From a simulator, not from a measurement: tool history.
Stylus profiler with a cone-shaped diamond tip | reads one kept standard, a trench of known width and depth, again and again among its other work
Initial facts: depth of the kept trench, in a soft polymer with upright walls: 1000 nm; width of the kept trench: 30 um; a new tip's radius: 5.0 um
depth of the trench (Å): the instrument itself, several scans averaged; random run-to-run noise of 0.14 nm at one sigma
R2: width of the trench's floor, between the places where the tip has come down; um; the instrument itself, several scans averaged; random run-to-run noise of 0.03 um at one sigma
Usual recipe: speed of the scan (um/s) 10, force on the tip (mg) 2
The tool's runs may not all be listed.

run 1 hour=0 | speed_of_the_scan_(um/s)=10 force_on_the_tip_(mg)=2 | depth_of_the_trench_(Å)=10079.1 R2=23.04
run 2 hour=69.7 | speed_of_the_scan_(um/s)=10 force_on_the_tip_(mg)=2 | depth_of_the_trench_(Å)=10081.7 R2=22.96
run 3 hour=213.4 | speed_of_the_scan_(um/s)=10 force_on_the_tip_(mg)=2 | depth_of_the_trench_(Å)=10081.9 R2=22.98
run 4 hour=286.9 | speed_of_the_scan_(um/s)=10 force_on_the_tip_(mg)=2 | depth_of_the_trench_(Å)=10083.1 R2=22.89
run 5 hour=370.4 | speed_of_the_scan_(um/s)=10 force_on_the_tip_(mg)=2 | depth_of_the_trench_(Å)=10080.7 R2=22.71
run 6 hour=472.5 | speed_of_the_scan_(um/s)=10 force_on_the_tip_(mg)=2 | depth_of_the_trench_(Å)=10085.6 R2=22.7
run 7 hour=542.1 | speed_of_the_scan_(um/s)=10 force_on_the_tip_(mg)=2 | depth_of_the_trench_(Å)=10091.9 R2=22.62
run 8 hour=606 | speed_of_the_scan_(um/s)=5 force_on_the_tip_(mg)=2 | depth_of_the_trench_(Å)=10092.6 R2=22.63
run 9 hour=698.8 | speed_of_the_scan_(um/s)=5 force_on_the_tip_(mg)=0.67 | depth_of_the_trench_(Å)=10056.5 R2=22.6
run 10 hour=766.9 | speed_of_the_scan_(um/s)=38 force_on_the_tip_(mg)=0.7 | depth_of_the_trench_(Å)=10061.5 R2=22.2
run 11 hour=880 | speed_of_the_scan_(um/s)=6 force_on_the_tip_(mg)=0.7 | depth_of_the_trench_(Å)=10062.8 R2=22.41
run 12 hour=960.2 | speed_of_the_scan_(um/s)=3 force_on_the_tip_(mg)=4 | depth_of_the_trench_(Å)=10135.4 R2=22.37
run 13 hour=1055 | speed_of_the_scan_(um/s)=3 force_on_the_tip_(mg)=0.75 | depth_of_the_trench_(Å)=10063.9 R2=22.26
run 14 hour=1125.1 | speed_of_the_scan_(um/s)=4 force_on_the_tip_(mg)=2.03 | depth_of_the_trench_(Å)=10069.1 R2=22.27
run 15 hour=1248 | speed_of_the_scan_(um/s)=9 force_on_the_tip_(mg)=5.99 | depth_of_the_trench_(Å)=10143.3 R2=22.16
run 16 hour=1378.4 | speed_of_the_scan_(um/s)=9 force_on_the_tip_(mg)=5.99 | depth_of_the_trench_(Å)=10147.7 R2=22.04
run 17 hour=1523 | speed_of_the_scan_(um/s)=22 force_on_the_tip_(mg)=2.88 | depth_of_the_trench_(Å)=10090.4 R2=21.87
run 18 hour=1664.7 | speed_of_the_scan_(um/s)=10 force_on_the_tip_(mg)=2.1 | depth_of_the_trench_(Å)=10072.8 R2=21.85

Removed from this log: 2 entries logged between the listed runs. Between which two listed runs does each belong, and how does the tool's hidden state at the listed run before it compare with that at the listed run after it?
Logged between run 6 and run 7: height scale calibrated on a step standard (hour 483.5)
  radius of the tip, um: 7.06 -> 7.15; height scale over the true one, %: 0.143 -> 0.224
  difference, measured minus the result without the unlogged condition, depth of the trench (Å): +14.4 -> +22.6; R2: -1.25 -> -1.3 um
Logged between run 13 and run 14: height scale calibrated on a step standard, once more (hour 1102.1)
  radius of the tip, um: 7.86 -> 7.95; height scale over the true one, %: 0.27 -> -0.025
  difference, measured minus the result without the unlogged condition, depth of the trench (Å): +27 -> -2.5; R2: -1.68 -> -1.72 um
